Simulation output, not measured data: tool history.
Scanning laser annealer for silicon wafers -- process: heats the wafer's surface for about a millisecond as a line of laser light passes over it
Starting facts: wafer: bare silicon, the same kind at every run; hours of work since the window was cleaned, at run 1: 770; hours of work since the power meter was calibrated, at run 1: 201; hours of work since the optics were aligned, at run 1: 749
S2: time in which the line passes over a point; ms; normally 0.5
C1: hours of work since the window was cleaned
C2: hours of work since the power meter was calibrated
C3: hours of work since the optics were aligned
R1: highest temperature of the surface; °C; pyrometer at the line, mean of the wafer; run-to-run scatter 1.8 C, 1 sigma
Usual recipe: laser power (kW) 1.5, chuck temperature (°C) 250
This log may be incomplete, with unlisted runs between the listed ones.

{"run": 1, "hour": 0.0, "laser power (kW)": 1.5, "S2": 0.5, "chuck temperature (°C)": 250, "C1": 770, "C2": 201, "C3": 749, "R1": 1038}
{"run": 2, "hour": 15.2, "laser power (kW)": 1.5, "S2": 0.5, "chuck temperature (°C)": 250, "C1": 777, "C2": 208, "C3": 756, "R1": 1039}
{"run": 3, "hour": 42.2, "laser power (kW)": 1.5, "S2": 0.5, "chuck temperature (°C)": 250, "C1": 789, "C2": 220, "C3": 768, "R1": 1040}
{"run": 4, "hour": 62.5, "laser power (kW)": 1.433, "S2": 0.5, "chuck temperature (°C)": 250, "C1": 798, "C2": 229, "C3": 777, "R1": 1002}
{"hour": 84.7, "done": "window over the wafer cleaned"}
{"run": 5, "hour": 96.6, "laser power (kW)": 1.433, "S2": 0.5, "chuck temperature (°C)": 250, "C1": 5, "C2": 243, "C3": 791, "R1": 1021}
{"run": 6, "hour": 112.7, "laser power (kW)": 1.433, "S2": 0.5, "chuck temperature (°C)": 250, "C1": 12, "C2": 250, "C3": 798, "R1": 1022}
{"run": 7, "hour": 127.0, "laser power (kW)": 1.433, "S2": 0.5, "chuck temperature (°C)": 250, "C1": 19, "C2": 256, "C3": 805, "R1": 1021}
{"run": 8, "hour": 150.1, "laser power (kW)": 1.433, "S2": 0.5, "chuck temperature (°C)": 250, "C1": 29, "C2": 267, "C3": 815, "R1": 1021}
{"run": 9, "hour": 171.5, "laser power (kW)": 1.433, "S2": 0.5, "chuck temperature (°C)": 250, "C1": 39, "C2": 276, "C3": 824, "R1": 1019}
{"run": 10, "hour": 193.2, "laser power (kW)": 1.433, "S2": 0.5, "chuck temperature (°C)": 250, "C1": 48, "C2": 286, "C3": 834, "R1": 1025}
{"run": 11, "hour": 212.8, "laser power (kW)": 1.5, "S2": 0.5, "chuck temperature (°C)": 250, "C1": 57, "C2": 295, "C3": 843, "R1": 1056}
{"run": 12, "hour": 235.9, "laser power (kW)": 1.5, "S2": 0.5, "chuck temperature (°C)": 250, "C1": 67, "C2": 305, "C3": 853, "R1": 1053}
{"run": 13, "hour": 262.3, "laser power (kW)": 1.5, "S2": 0.5, "chuck temperature (°C)": 250, "C1": 79, "C2": 317, "C3": 865, "R1": 1054}
{"run": 14, "hour": 279.2, "laser power (kW)": 1.5, "S2": 0.5, "chuck temperature (°C)": 250, "C1": 86, "C2": 324, "C3": 872, "R1": 1055}
{"run": 15, "hour": 305.8, "laser power (kW)": 1.5, "S2": 0.5, "chuck temperature (°C)": 250, "C1": 98, "C2": 336, "C3": 884, "R1": 1053}
{"run": 16, "hour": 336.8, "laser power (kW)": 1.5, "S2": 0.5, "chuck temperature (°C)": 250, "C1": 112, "C2": 350, "C3": 898, "R1": 1052}
{"run": 17, "hour": 363.4, "laser power (kW)": 1.422, "S2": 0.5, "chuck temperature (°C)": 250, "C1": 124, "C2": 361, "C3": 910, "R1": 1015}
{"run": 18, "hour": 397.2, "laser power (kW)": 1.5, "S2": 0.379, "chuck temperature (°C)": 250, "C1": 139, "C2": 376, "C3": 925, "R1": 929}
{"run": 19, "hour": 425.4, "laser power (kW)": 1.5, "S2": 0.537, "chuck temperature (°C)": 250, "C1": 151, "C2": 389, "C3": 937, "R1": 1085}
{"run": 20, "hour": 456.6, "laser power (kW)": 1.5, "S2": 0.5, "chuck temperature (°C)": 250, "C1": 165, "C2": 403, "C3": 951, "R1": 1051}
{"run": 21, "hour": 481.1, "laser power (kW)": 1.5, "S2": 0.365, "chuck temperature (°C)": 250, "C1": 176, "C2": 414, "C3": 962, "R1": 916}
{"run": 22, "hour": 513.5, "laser power (kW)": 1.5, "S2": 0.455, "chuck temperature (°C)": 250, "C1": 190, "C2": 428, "C3": 976, "R1": 1008}
{"run": 23, "hour": 543.0, "laser power (kW)": 1.421, "S2": 0.455, "chuck temperature (°C)": 250, "C1": 204, "C2": 441, "C3": 989, "R1": 967}
{"run": 24, "hour": 567.3, "laser power (kW)": 1.421, "S2": 0.455, "chuck temperature (°C)": 250, "C1": 214, "C2": 452, "C3": 1000, "R1": 966}
{"run": 25, "hour": 589.5, "laser power (kW)": 1.421, "S2": 0.455, "chuck temperature (°C)": 250, "C1": 224, "C2": 462, "C3": 1010, "R1": 968}
{"run": 26, "hour": 625.1, "laser power (kW)": 1.636, "S2": 0.535, "chuck temperature (°C)": 247, "C1": 240, "C2": 478, "C3": 1026, "R1": 1151}
{"run": 27, "hour": 652.2, "laser power (kW)": 1.636, "S2": 0.535, "chuck temperature (°C)": 247, "C1": 252, "C2": 490, "C3": 1038, "R1": 1153}
{"run": 28, "hour": 677.2, "laser power (kW)": 1.636, "S2": 0.535, "chuck temperature (°C)": 247, "C1": 263, "C2": 501, "C3": 1049, "R1": 1153}

What will run 29 give?
{"hour": 684.6, "done": "optics aligned, line set to its width"}
{"run": 29, "hour": 705.7, "laser power (kW)": 1.529, "S2": 0.41, "chuck temperature (°C)": 250, "C1": 274, "C2": 511, "C3": 9, "R1": "?"}

R1: 971 °C
With the hidden condition absent and the run-to-run variation left alone, this run would have shown R1 979 °C.
